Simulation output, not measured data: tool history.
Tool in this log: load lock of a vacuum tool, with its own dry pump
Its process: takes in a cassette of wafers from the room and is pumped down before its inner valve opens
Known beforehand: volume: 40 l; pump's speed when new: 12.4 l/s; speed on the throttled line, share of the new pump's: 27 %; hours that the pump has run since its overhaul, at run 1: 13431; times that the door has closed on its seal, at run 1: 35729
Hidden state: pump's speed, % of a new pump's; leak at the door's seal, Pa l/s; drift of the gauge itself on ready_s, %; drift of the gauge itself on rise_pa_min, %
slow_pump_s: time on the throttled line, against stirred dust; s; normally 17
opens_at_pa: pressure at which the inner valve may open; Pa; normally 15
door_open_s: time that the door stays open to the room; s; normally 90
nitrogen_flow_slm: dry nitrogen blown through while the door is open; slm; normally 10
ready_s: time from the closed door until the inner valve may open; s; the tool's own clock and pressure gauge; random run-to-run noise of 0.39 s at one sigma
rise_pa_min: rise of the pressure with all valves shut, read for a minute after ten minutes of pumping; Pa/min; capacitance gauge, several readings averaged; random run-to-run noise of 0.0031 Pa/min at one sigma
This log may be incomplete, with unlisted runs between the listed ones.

| run | day | slow_pump_s | opens_at_pa | door_open_s | nitrogen_flow_slm | hours that the pump has run since its overhaul | times that the door has closed on its seal | incoming humidity of the room's air, % | ready_s | rise_pa_min |
|---|---|---|---|---|---|---|---|---|---|---|
| 1 | 0 | 17 | 15 | 90 | 10 | 13431 | 35729 | 43.9 | 46.9 | 0.269 |
| 2 | 16.754 | 17 | 15 | 90 | 10 | 13833 | 37449 | 46.8 | 46.2 | 0.288 |
| 3 | 25.746 | 11 | 15 | 90 | 10 | 14049 | 38371 | 46.8 | 42.3 | 0.293 |
|  | 31.758 | dry pump taken out, an overhauled one fitted |
| 4 | 44.138 | 10 | 15 | 90 | 10 | 297 | 40233 | 41.5 | 35.8 | 0.308 |
| 5 | 58.429 | 10 | 15 | 90 | 10 | 640 | 41701 | 44.6 | 35.8 | 0.329 |
| 6 | 77.375 | 10 | 15 | 90 | 10 | 1095 | 43645 | 43.5 | 36.2 | 0.353 |
| 7 | 93.962 | 10 | 15 | 90 | 10 | 1493 | 45348 | 42.8 | 36.3 | 0.366 |
| 8 | 103.675 | 10 | 15 | 90 | 10 | 1726 | 46345 | 40.2 | 36.7 | 0.369 |
| 9 | 117.292 | 17 | 15 | 90 | 10 | 2053 | 47742 | 46.3 | 41.1 | 0.385 |
|  | 122.608 | door's seal changed, seat wiped |
| 10 | 132.508 | 17 | 15 | 90 | 10 | 2417 | 1016 | 43.6 | 41.6 | 0.065 |
| 11 | 146.521 | 13 | 15 | 90 | 10 | 2753 | 2454 | 45 | 39.4 | 0.076 |
| 12 | 157.562 | 17 | 15 | 90 | 10 | 3018 | 3588 | 46.2 | 42.2 | 0.084 |
| 13 | 166.421 | 17 | 15 | 90 | 10 | 3230 | 4497 | 42.6 | 41.9 | 0.079 |
| 14 | 176.858 | 17 | 15 | 36 | 10 | 3481 | 5568 | 42.9 | 42 | 0.054 |
| 15 | 188.512 | 17 | 15 | 90 | 10 | 3761 | 6765 | 46.6 | 42.2 | 0.088 |
| 16 | 206.321 | 17 | 15 | 90 | 10 | 4188 | 8592 | 44.3 | 42 | 0.092 |
| 17 | 224.333 | 17 | 15 | 90 | 10 | 4620 | 10441 | 47.7 | 42.8 | 0.11 |
| 18 | 236.721 | 17 | 15 | 122 | 10 | 4918 | 11712 | 46 | 41.8 | 0.126 |
| 19 | 253.592 | 17 | 15 | 118 | 10 | 5323 | 13444 | 46.2 | 42.4 | 0.132 |
| 20 | 271.875 | 10 | 23 | 102 | 6 | 5761 | 15320 | 41.8 | 36.6 | 0.129 |
| 21 | 280.588 | 21 | 23 | 102 | 12 | 5970 | 16215 | 45.8 | 44.1 | 0.134 |
| 22 | 289.975 | 17 | 12 | 90 | 10 | 6196 | 17178 | 44.3 | 44.2 | 0.138 |
| 23 | 305.983 | 17 | 16 | 90 | 10 | 6580 | 18821 | 44.7 | 42.9 | 0.143 |
| 24 | 323.5 | 18 | 16 | 33 | 10 | 7000 | 20619 | 42.8 | 43.9 | 0.115 |
| 25 | 333.883 | 18 | 16 | 33 | 10 | 7249 | 21685 | 47 | 44 | 0.124 |
| 26 | 350.967 | 21 | 16 | 33 | 10 | 7660 | 23438 | 44.7 | 46.3 | 0.134 |
| 27 | 368.246 | 21 | 16 | 33 | 10 | 8074 | 25212 | 46.6 | 46.1 | 0.148 |

Predict the results of run 28:
| 28 | 376.954 | 20 | 13 | 37 | 10 | 8283 | 26106 | 47.2 | ? | ? |

{"run 28": {"ready_s": 46.3, "rise_pa_min": 0.158}}
Were there no unlogged condition in the tool, this run, its random variation unchanged, would have produced ready_s 43.4 s, rise_pa_min 0.043 Pa/min.

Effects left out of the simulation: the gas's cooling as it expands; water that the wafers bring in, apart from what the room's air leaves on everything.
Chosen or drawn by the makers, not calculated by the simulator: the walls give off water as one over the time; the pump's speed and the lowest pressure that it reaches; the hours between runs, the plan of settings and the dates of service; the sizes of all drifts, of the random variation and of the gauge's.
